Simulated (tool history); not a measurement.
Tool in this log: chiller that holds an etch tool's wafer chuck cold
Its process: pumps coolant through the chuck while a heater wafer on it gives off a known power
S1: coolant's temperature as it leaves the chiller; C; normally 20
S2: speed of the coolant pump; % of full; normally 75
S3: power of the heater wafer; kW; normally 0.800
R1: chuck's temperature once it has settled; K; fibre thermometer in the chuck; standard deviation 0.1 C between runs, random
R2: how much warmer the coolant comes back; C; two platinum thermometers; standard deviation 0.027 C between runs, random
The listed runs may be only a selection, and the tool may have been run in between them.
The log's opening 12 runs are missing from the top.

Run 13, hour 309.9: usual settings. Result: R1 302.65 K, R2 3.60 C.
Run 14, hour 339.9: usual settings. Result: R1 302.45 K, R2 3.62 C.
Run 15, hour 362.4: usual settings but S2 83 % of full. Result: R1 301.95 K, R2 3.23 C.
Run 16, hour 381.0: usual settings but S2 83 % of full. Result: R1 301.85 K, R2 3.26 C.
Run 17, hour 419.1: usual settings but S1 24 C, S2 94 % of full, S3 1.038 kW. Result: R1 307.35 K, R2 3.74 C.
Run 18, hour 442.8: usual settings but S1 14 C, S2 92 % of full, S3 1.173 kW. Result: R1 298.85 K, R2 4.30 C.
Run 19, hour 469.9: usual settings but S1 14 C, S2 92 % of full, S3 1.173 kW. Result: R1 298.75 K, R2 4.31 C.
Run 20, hour 503.3: usual settings but S1 14 C, S2 92 % of full, S3 1.173 kW. Result: R1 298.85 K, R2 4.33 C.
Run 21, hour 525.4: usual settings but S2 63 % of full, S3 0.763 kW. Result: R1 303.55 K, R2 4.14 C.
Run 22, hour 563.2: usual settings but S1 16 C, S2 82 % of full, S3 0.418 kW. Result: R1 293.95 K, R2 1.76 C.
Run 23, hour 598.6: usual settings but S1 16 C, S2 82 % of full, S3 0.418 kW. Result: R1 293.95 K, R2 1.79 C.
Run 24, hour 627.6: usual settings but S1 16 C, S2 82 % of full, S3 0.418 kW. Result: R1 293.75 K, R2 1.76 C.
Run 25, hour 647.3: usual settings but S1 10 C, S2 90 % of full, S3 0.672 kW. Result: R1 290.15 K, R2 2.54 C.
Run 26, hour 664.4: usual settings but S2 98 % of full, S3 0.543 kW. Result: R1 298.45 K, R2 1.90 C.
Run 27, hour 693.4: usual settings but S2 98 % of full, S3 0.543 kW. Result: R1 298.35 K, R2 1.85 C.
Run 28, hour 721.8: usual settings but S2 61 % of full. Result: R1 304.15 K, R2 4.51 C.
Run 29, hour 757.7: usual settings but S1 19 C, S2 84 % of full, S3 0.995 kW. Result: R1 303.05 K, R2 4.02 C.
Run 30, hour 795.1: usual settings but S1 25 C, S2 91 % of full, S3 0.983 kW. Result: R1 308.35 K, R2 3.65 C.
Run 31, hour 812.6: usual settings but S1 29 C, S2 87 % of full, S3 0.666 kW. Result: R1 309.35 K, R2 2.65 C.

Consider 5 possible next runs. They are alternatives, not a sequence: every one starts from the tool as it was left by run 31. What does each give?
Run A, hour 849.7: usual settings but S1 16 C, S2 61 % of full, S3 0.586 kW. Result: R1 ?, R2 ?.
Run B, hour 849.7: usual settings but S1 15 C, S2 87 % of full, S3 0.666 kW. Result: R1 ?, R2 ?.
Run C, hour 849.7: usual settings but S1 27 C, S2 80 % of full, S3 0.707 kW. Result: R1 ?, R2 ?.
Run D, hour 849.7: usual settings but S1 11 C, S2 66 % of full, S3 0.853 kW. Result: R1 ?, R2 ?.
Run E, hour 849.7: usual settings but S1 24 C, S2 87 % of full, S3 0.409 kW. Result: R1 ?, R2 ?.

run      R1    R2
  A  297.35  3.29
  B  295.15  2.55
  C  308.25  2.95
  D  295.45  4.47
  E  301.65  1.61
What these runs would have given with no unlogged condition in the tool:
run      R1    R2
  A  296.55  3.24
  B  294.35  2.51
  C  307.45  2.91
  D  294.45  4.41
  E  301.15  1.59
